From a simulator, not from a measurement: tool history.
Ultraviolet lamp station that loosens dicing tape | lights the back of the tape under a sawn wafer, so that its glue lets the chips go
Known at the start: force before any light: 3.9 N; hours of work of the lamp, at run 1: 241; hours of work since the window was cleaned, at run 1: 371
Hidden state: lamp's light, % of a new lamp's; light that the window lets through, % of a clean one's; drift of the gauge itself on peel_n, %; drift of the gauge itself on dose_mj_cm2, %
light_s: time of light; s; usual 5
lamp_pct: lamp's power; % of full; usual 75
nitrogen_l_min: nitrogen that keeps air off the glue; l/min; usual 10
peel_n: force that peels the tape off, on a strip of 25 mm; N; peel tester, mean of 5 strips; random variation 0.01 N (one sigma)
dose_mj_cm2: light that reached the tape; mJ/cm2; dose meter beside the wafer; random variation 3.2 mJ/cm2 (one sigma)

run   hour  light_s  lamp_pct  nitrogen_l_min  hours of work of the lamp  hours of work since the window was cleaned  peel_n  dose_mj_cm2
  1    0.0        5        75              10                        241                                         371   0.703          369
  2   17.2        5        75              10                        250                                         380   0.711          367
  3   32.2        5        75              10                        258                                         388   0.731          369
  4   46.2        5        75              10                        265                                         396   0.684          363
  5   56.3        5        75              10                        271                                         401   0.738          360
  6   67.7        5        75              15                        277                                         407   0.672          361
  7   83.5        5        75              15                        285                                         415   0.676          355
  8   91.5        5        75              15                        289                                         419   0.694          352
  9  101.9        9        75              10                        295                                         425   0.276          634
 10  115.5        9        75              10                        302                                         432   0.294          630
 11  128.5        5        75              10                        309                                         439   0.765          346
 12  144.8        5        75              10                        317                                         447   0.794          342
 13  155.1        5        75              10                        323                                         453   0.796          339
 14  165.6        5        75              10                        328                                         458   0.809          342
 15  178.0        5        75              10                        335                                         465   0.822          339
 16  185.7        8        75              10                        339                                         469   0.392          538
     187.2  -- window cleaned of glue's vapour
 17  200.6        5        75              10                        346                                           7   0.868          323
 18  207.9        3        79              13                        350                                          11   1.441          201
 19  221.0        4        64              15                        357                                          18   1.269          218
 20  231.0        2        67              11                        362                                          23   2.316          111
 21  245.7        2        67              11                        370                                          31   2.208          109
 22  254.2        4        62              10                        374                                          35   1.463          205
     267.8  -- window cleaned of glue's vapour, once more
 23  268.4       10        61              12                        382                                           0   0.274          618
 24  284.8       10        87               4                        390                                           9   0.229          866
 25  296.2       10        87               4                        396                                          15   0.241          876
 26  310.5        5        75               9                        404                                          22   0.715          374
 27  326.8        5        75               9                        412                                          31   0.742          367
 28  339.7        3        75              11                        419                                          38   1.317          216
 29  354.4        3        72               3                        427                                          46   1.757          209
 30  367.1       10        87               3                        433                                          52   0.289          836
 31  374.9        9        63              14                        438                                          56   0.329          540
 32  383.5        5        75               4                        442                                          61   0.982          355
 33  392.5        6        99              13                        447                                          66   0.326          562
 34  408.3        4        63              18                        455                                          74   1.103          238

Forecast each of these 5 alternatives for the next run:
  A  424.4        3        79              17                        464                                          82       ?            ?
  B  424.4        4        91               9                        464                                          82       ?            ?
  C  424.4       10        63              18                        464                                          82       ?            ?
  D  424.4        4        88              17                        464                                          82       ?            ?
  E  424.4        6        83              18                        464                                          82       ?            ?

run  peel_n  dose_mj_cm2
  A   1.203          219
  B   0.827          334
  C   0.273          586
  D   0.765          327
  E   0.401          460
Without the tool's hidden state the same runs would have given:
run  peel_n  dose_mj_cm2
  A   0.757          315
  B   0.466          480
  C   0.165          842
  D   0.420          469
  E   0.211          661
